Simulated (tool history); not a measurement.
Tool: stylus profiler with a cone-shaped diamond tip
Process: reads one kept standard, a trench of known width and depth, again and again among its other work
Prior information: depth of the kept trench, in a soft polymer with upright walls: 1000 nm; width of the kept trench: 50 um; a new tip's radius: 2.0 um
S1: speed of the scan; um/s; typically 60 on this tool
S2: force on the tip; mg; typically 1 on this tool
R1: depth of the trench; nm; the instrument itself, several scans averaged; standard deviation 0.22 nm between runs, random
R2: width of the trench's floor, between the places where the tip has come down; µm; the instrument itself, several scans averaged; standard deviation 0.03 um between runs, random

run   hour   S1    S2       R1     R2
  1      0   60     1   1005.3  44.33
  2   10.2   60     1  1005.56  44.23
  3   22.3   60     1   1005.5  44.26
  4   33.3   60     1  1005.28  44.27
  5   45.8   60     1  1005.07  44.24
  6   59.2   60     1  1005.07  44.24
  7   67.7   43     1   1005.1  44.35
  8   79.4   43     1  1005.24  44.28
  9   89.1  165     1  1005.39  43.48
 10  100.8  165     1  1005.38  43.43
 11  115.4  165     1   1005.2  43.41
 12  124.2   60     1  1005.32  44.25
 13  130.9   60     1  1005.39  44.21
 14    140  163     1   1005.2   43.4
 15  151.7   61     1  1004.84  44.16
 16  161.3   60  0.76  1004.07  44.11
 17    173   60  1.82  1008.53  44.29
 18    185   60  1.82  1008.84  44.23
 19  196.8   60  1.82  1008.64  44.28
 20  211.2   60  1.82  1008.31  44.19
 21  220.6   60     1  1004.87  44.09
 22    236   60     1  1005.51  44.08
 23  247.7   60   0.9  1004.32  44.08
 24  261.1   60   0.9  1004.55  44.01
 25  270.5   76  1.28  1005.82  43.96
 26  280.8   76  1.28     1006  43.93
 27  287.3   42  0.59  1002.63  44.11
 28  302.4   24  0.55  1002.35  44.17
 29  310.8   18  0.69  1003.16  44.29
 30    318   18  2.48  1010.98  44.32
 31  330.8   18  2.48  1010.79   44.3
 32  341.3  143  0.43  1001.83  42.85
 33  354.3  226  0.43  1001.76  41.91
 34  362.7   22   0.6  1002.28  44.17
 35  377.9   62  2.17  1009.35  44.09
 36    393  128  1.86  1008.55  43.66
 37  403.2   34  1.86  1008.08  44.13
 38  413.4   39  1.86  1008.53  44.12
 39  426.7   39  1.86  1008.48  44.09
 40  438.9  179  0.55  1002.41  42.56
 41  453.8  179  0.55     1002  42.48
 42  460.5   16  0.64  1002.83  44.15
 43  473.5   46     1  1004.61  43.92
 44  481.6   65  1.79  1007.88  43.92
 45  492.4   65  1.79  1008.01  43.89
 46  507.1   68  2.01  1008.44  43.84
 47  521.9   24  1.54  1006.85  44.09

Selected run-to-run steps in R1, each split into two signed amounts: the part the tool would show with no hidden state at all (from settings, incoming material and random variation), and the remainder, which goes to the hidden state together with any gauge scatter not common to the measured and the hidden-state-free results:
What the log doesn't record here: radius of the tip, um; height scale over the true one, %; drift of the gauge itself on depth_nm, %; drift of the gauge itself on floor_um, %.
Run 7 -> 8: nothing adjusted, nothing logged. R1 +0.14 nm: hidden state -0.03, all else +0.17.
Run 29 -> 30: S2 0.69 -> 2.48. R1 +7.82 nm: hidden state -0.04, all else +7.86.
Run 31 -> 32: S1 18 -> 143, S2 2.48 -> 0.43. R1 -8.96 nm: hidden state +0.01, all else -8.97.
Run 34 -> 35: S1 22 -> 62, S2 0.6 -> 2.17. R1 +7.07 nm: hidden state -0.04, all else +7.11.
